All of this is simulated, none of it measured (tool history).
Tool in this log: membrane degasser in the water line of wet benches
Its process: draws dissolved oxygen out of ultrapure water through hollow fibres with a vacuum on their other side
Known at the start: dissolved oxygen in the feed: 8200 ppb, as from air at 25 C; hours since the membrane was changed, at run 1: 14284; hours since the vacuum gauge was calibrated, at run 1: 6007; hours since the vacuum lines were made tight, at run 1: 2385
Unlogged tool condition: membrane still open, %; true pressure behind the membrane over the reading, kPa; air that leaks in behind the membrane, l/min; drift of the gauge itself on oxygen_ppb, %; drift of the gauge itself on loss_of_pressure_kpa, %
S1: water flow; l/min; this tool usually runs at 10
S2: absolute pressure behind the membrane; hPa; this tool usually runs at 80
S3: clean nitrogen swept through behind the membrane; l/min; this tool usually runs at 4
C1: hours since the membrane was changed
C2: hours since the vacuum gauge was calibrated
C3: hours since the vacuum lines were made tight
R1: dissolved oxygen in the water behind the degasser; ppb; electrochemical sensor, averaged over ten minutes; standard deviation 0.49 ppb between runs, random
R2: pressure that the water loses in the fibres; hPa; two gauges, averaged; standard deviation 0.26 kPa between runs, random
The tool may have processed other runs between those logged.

{"run": 1, "hour": 0.0, "S1": 10, "S2": 80, "S3": 4, "C1": 14284, "C2": 6007, "C3": 2385, "R1": 44.4, "R2": 702.4}
{"run": 2, "hour": 259.0, "S1": 9, "S2": 80, "S3": 4, "C1": 14543, "C2": 6266, "C3": 2644, "R1": 33.7, "R2": 630.1}
{"run": 3, "hour": 590.6, "S1": 9, "S2": 80, "S3": 4, "C1": 14874, "C2": 6598, "C3": 2975, "R1": 33.8, "R2": 629.4}
{"run": 4, "hour": 752.3, "S1": 10, "S2": 80, "S3": 4, "C1": 15036, "C2": 6760, "C3": 3137, "R1": 44.7, "R2": 695.3}
{"run": 5, "hour": 901.7, "S1": 10, "S2": 49.7, "S3": 4, "C1": 15185, "C2": 6909, "C3": 3287, "R1": 24.9, "R2": 699.1}
{"run": 6, "hour": 1113.2, "S1": 10, "S2": 49.7, "S3": 4, "C1": 15397, "C2": 7120, "C3": 3498, "R1": 25, "R2": 699.7}
{"run": 7, "hour": 1471.8, "S1": 7, "S2": 170.6, "S3": 2.1, "C1": 15755, "C2": 7479, "C3": 3857, "R1": 114.7, "R2": 487.2}
{"run": 8, "hour": 1696.0, "S1": 7, "S2": 54, "S3": 2.1, "C1": 15980, "C2": 7703, "C3": 4081, "R1": 20, "R2": 489.1}
{"run": 9, "hour": 2007.0, "S1": 7, "S2": 54, "S3": 2.1, "C1": 16291, "C2": 8014, "C3": 4392, "R1": 19.3, "R2": 489}
{"run": 10, "hour": 2188.2, "S1": 8, "S2": 80, "S3": 7.41, "C1": 16472, "C2": 8195, "C3": 4573, "R1": 16.4, "R2": 561.1}
{"run": 11, "hour": 2543.0, "S1": 8, "S2": 80, "S3": 7.41, "C1": 16827, "C2": 8550, "C3": 4928, "R1": 16.8, "R2": 559.2}

Alternative continuations, all from the tool just after run 11; predict every row:
{"hour": 2706.4, "done": "vacuum gauge calibrated"}
{"run": "A", "hour": 2815.8, "S1": 8, "S2": 70, "S3": 9.96, "C1": 17099, "C2": 109, "C3": 5200, "R1": "?", "R2": "?"}
{"hour": 2706.4, "done": "vacuum gauge calibrated"}
{"run": "B", "hour": 2815.8, "S1": 6, "S2": 139.5, "S3": 7.41, "C1": 17099, "C2": 109, "C3": 5200, "R1": "?", "R2": "?"}
{"hour": 2706.4, "done": "vacuum gauge calibrated"}
{"run": "C", "hour": 2815.8, "S1": 8, "S2": 75.9, "S3": 2.31, "C1": 17099, "C2": 109, "C3": 5200, "R1": "?", "R2": "?"}
{"hour": 2706.4, "done": "vacuum gauge calibrated"}
{"run": "D", "hour": 2815.8, "S1": 8, "S2": 80.7, "S3": 7.19, "C1": 17099, "C2": 109, "C3": 5200, "R1": "?", "R2": "?"}
{"hour": 2706.4, "done": "vacuum gauge calibrated"}
{"run": "E", "hour": 2815.8, "S1": 8, "S2": 80, "S3": 4, "C1": 17099, "C2": 109, "C3": 5200, "R1": "?", "R2": "?"}

run=A R1=11.5 R2=558.2
run=B R1=22.6 R2=417.5
run=C R1=40.9 R2=556.2
run=D R1=17.3 R2=550.4
run=E R1=27.4 R2=554.3
With no hidden state in the tool, these same runs would have given:
run=A R1=11.4 R2=560.9
run=B R1=22.5 R2=419.6
run=C R1=40.9 R2=558.9
run=D R1=17.2 R2=553.1
run=E R1=27.3 R2=557
